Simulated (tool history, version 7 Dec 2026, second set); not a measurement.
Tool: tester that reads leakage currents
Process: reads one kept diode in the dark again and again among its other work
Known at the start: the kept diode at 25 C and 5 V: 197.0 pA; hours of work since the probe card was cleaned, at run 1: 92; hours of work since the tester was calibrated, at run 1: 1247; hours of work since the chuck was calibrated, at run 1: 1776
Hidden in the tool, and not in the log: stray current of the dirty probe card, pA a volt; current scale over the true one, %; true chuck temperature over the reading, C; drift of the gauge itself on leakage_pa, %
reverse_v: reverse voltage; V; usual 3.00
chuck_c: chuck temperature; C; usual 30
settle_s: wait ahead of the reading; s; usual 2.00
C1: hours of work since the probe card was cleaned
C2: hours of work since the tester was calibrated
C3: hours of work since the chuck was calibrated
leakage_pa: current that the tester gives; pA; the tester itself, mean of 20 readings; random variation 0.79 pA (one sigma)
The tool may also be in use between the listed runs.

Run 1, hour 0.0: usual settings; C1 92; C2 1247; C3 1776. Result: leakage_pa 286.56 pA.
Run 2, hour 75.0: usual settings; C1 133; C2 1288; C3 1817. Result: leakage_pa 287.49 pA.
Run 3, hour 145.5: usual settings; C1 172; C2 1327; C3 1856. Result: leakage_pa 289.33 pA.
Run 4, hour 192.5: usual settings; C1 197; C2 1352; C3 1881. Result: leakage_pa 289.18 pA.
Run 5, hour 259.8: usual settings but chuck_c 56 C; C1 234; C2 1389; C3 1918. Result: leakage_pa 2680.32 pA.
Run 6, hour 306.1: usual settings but chuck_c 56 C; C1 260; C2 1415; C3 1944. Result: leakage_pa 2674.31 pA.
Run 7, hour 350.7: usual settings but chuck_c 56 C; C1 284; C2 1439; C3 1968. Result: leakage_pa 2688.34 pA.
Run 8, hour 429.7: usual settings; C1 327; C2 1482; C3 2011. Result: leakage_pa 289.65 pA.
At hour 486.4: chuck's temperature calibrated.
Run 9, hour 508.4: usual settings; C1 369; C2 1524; C3 12. Result: leakage_pa 257.32 pA.
Run 10, hour 574.5: usual settings but settle_s 0.89 s; C1 405; C2 1560; C3 48. Result: leakage_pa 258.37 pA.
Run 11, hour 663.6: usual settings but chuck_c 43 C; C1 454; C2 1609; C3 97. Result: leakage_pa 831.49 pA.
Run 12, hour 745.0: usual settings but settle_s 0.38 s; C1 499; C2 1654; C3 142. Result: leakage_pa 262.09 pA.
Run 13, hour 806.7: usual settings but settle_s 0.38 s; C1 532; C2 1687; C3 175. Result: leakage_pa 261.28 pA.
Run 14, hour 873.5: usual settings but settle_s 0.38 s; C1 569; C2 1724; C3 212. Result: leakage_pa 261.56 pA.
Run 15, hour 958.4: usual settings but chuck_c 39 C, settle_s 0.38 s; C1 615; C2 1770; C3 258. Result: leakage_pa 593.16 pA.
Run 16, hour 996.0: usual settings but chuck_c 39 C, settle_s 0.38 s; C1 636; C2 1791; C3 279. Result: leakage_pa 591.31 pA.
Run 17, hour 1078.9: usual settings but chuck_c 26 C; C1 681; C2 1836; C3 324. Result: leakage_pa 179.79 pA.
Run 18, hour 1131.6: usual settings but chuck_c 26 C; C1 710; C2 1865; C3 353. Result: leakage_pa 181.31 pA.
Run 19, hour 1190.4: usual settings but reverse_v 2.86 V, chuck_c 26 C; C1 742; C2 1897; C3 385. Result: leakage_pa 177.32 pA.
Run 20, hour 1230.4: usual settings but reverse_v 2.86 V, chuck_c 26 C; C1 764; C2 1919; C3 407. Result: leakage_pa 177.71 pA.
Run 21, hour 1317.3: usual settings but reverse_v 2.86 V, chuck_c 26 C; C1 812; C2 1967; C3 455. Result: leakage_pa 178.63 pA.
Run 22, hour 1365.1: usual settings but reverse_v 1.02 V, chuck_c 27 C; C1 838; C2 1993; C3 481. Result: leakage_pa 132.27 pA.
At hour 1372.1: tester calibrated.
Run 23, hour 1430.1: usual settings but reverse_v 1.02 V, chuck_c 27 C; C1 872; C2 32; C3 515. Result: leakage_pa 132.62 pA.
Run 24, hour 1502.4: usual settings but reverse_v 1.18 V, chuck_c 28 C; C1 912; C2 71; C3 555. Result: leakage_pa 156.07 pA.
Run 25, hour 1543.9: usual settings but reverse_v 1.18 V, chuck_c 28 C; C1 935; C2 94; C3 578. Result: leakage_pa 154.59 pA.
At hour 1586.7: tester calibrated, once more.
Run 26, hour 1633.1: usual settings but reverse_v 4.92 V, chuck_c 24 C, settle_s 3.42 s; C1 982; C2 25; C3 625. Result: leakage_pa 180.80 pA.
Run 27, hour 1686.4: usual settings but reverse_v 4.92 V, chuck_c 24 C, settle_s 3.42 s; C1 1012; C2 55; C3 655. Result: leakage_pa 182.68 pA.
Run 28, hour 1742.0: usual settings but reverse_v 1.84 V, chuck_c 51 C, settle_s 3.06 s; C1 1042; C2 85; C3 685. Result: leakage_pa 1376.32 pA.
Run 29, hour 1793.3: usual settings but reverse_v 1.84 V, chuck_c 51 C, settle_s 3.06 s; C1 1070; C2 113; C3 713. Result: leakage_pa 1369.70 pA.
Run 30, hour 1845.0: usual settings but reverse_v 1.61 V, settle_s 3.08 s; C1 1098; C2 141; C3 741. Result: leakage_pa 208.15 pA.
Run 31, hour 1908.8: usual settings but reverse_v 1.61 V, settle_s 3.08 s; C1 1133; C2 176; C3 776. Result: leakage_pa 208.81 pA.
Run 32, hour 1994.8: usual settings but reverse_v 1.78 V, chuck_c 32 C, settle_s 1.85 s; C1 1180; C2 223; C3 823. Result: leakage_pa 261.98 pA.
Run 33, hour 2040.0: usual settings but reverse_v 1.78 V, chuck_c 32 C, settle_s 1.85 s; C1 1205; C2 248; C3 848. Result: leakage_pa 262.11 pA.
At hour 2074.3: probe card cleaned and baked.
Run 34, hour 2126.7: usual settings but reverse_v 1.26 V, chuck_c 53 C, settle_s 1.96 s; C1 29; C2 294; C3 894. Result: leakage_pa 1409.26 pA.
Run 35, hour 2195.5: usual settings but reverse_v 1.99 V, chuck_c 28 C, settle_s 0.50 s; C1 66; C2 332; C3 932. Result: leakage_pa 189.61 pA.
Run 36, hour 2277.2: usual settings but reverse_v 11.48 V, chuck_c 60 C, settle_s 7.70 s; C1 111; C2 376; C3 976. Result: leakage_pa 5686.44 pA.
Run 37, hour 2358.7: usual settings but reverse_v 11.48 V, chuck_c 60 C, settle_s 7.70 s; C1 156; C2 421; C3 1021. Result: leakage_pa 5686.21 pA.
Run 38, hour 2416.5: usual settings but reverse_v 11.48 V, chuck_c 60 C, settle_s 7.70 s; C1 187; C2 453; C3 1053. Result: leakage_pa 5747.83 pA.
Run 39, hour 2480.0: usual settings but reverse_v 7.14 V, chuck_c 41 C; C1 222; C2 487; C3 1087. Result: leakage_pa 1008.09 pA.
Run 40, hour 2556.9: usual settings but reverse_v 7.14 V, chuck_c 41 C; C1 264; C2 529; C3 1129. Result: leakage_pa 1007.72 pA.

Hidden state at the last listed run before each entry between runs and at the first one after, where it differs:
Between runs 8 and 9: chuck's temperature calibrated (hour 486.4)
  stray current of the dirty probe card, pA a volt: 0.161 -> 0.178; current scale over the true one, %: 0.92 -> 0.95; true chuck temperature over the reading, C: 1.02 -> -0.26
  measured less the result without the state, leakage_pa: +28.97 -> -3.43 pA
Between runs 22 and 23: tester calibrated (hour 1372.1)
  stray current of the dirty probe card, pA a volt: 0.375 -> 0.389; current scale over the true one, %: 1.22 -> 2; true chuck temperature over the reading, C: -0.04 -> -0.03
  measured less the result without the state, leakage_pa: +1.42 -> +2.62 pA
Between runs 25 and 26: tester calibrated, once more (hour 1586.7)
  stray current of the dirty probe card, pA a volt: 0.414 -> 0.433; current scale over the true one, %: 2.04 -> 0.06; true chuck temperature over the reading, C: 0 -> 0.02
  measured less the result without the state, leakage_pa: +3.57 -> +2.58 pA
Between runs 33 and 34: probe card cleaned and baked (hour 2074.3)
  stray current of the dirty probe card, pA a volt: 0.525 -> 0.035; current scale over the true one, %: 0.19 -> 0.22; true chuck temperature over the reading, C: 0.13 -> 0.15
  measured less the result without the state, leakage_pa: +4.52 -> +20.30 pA
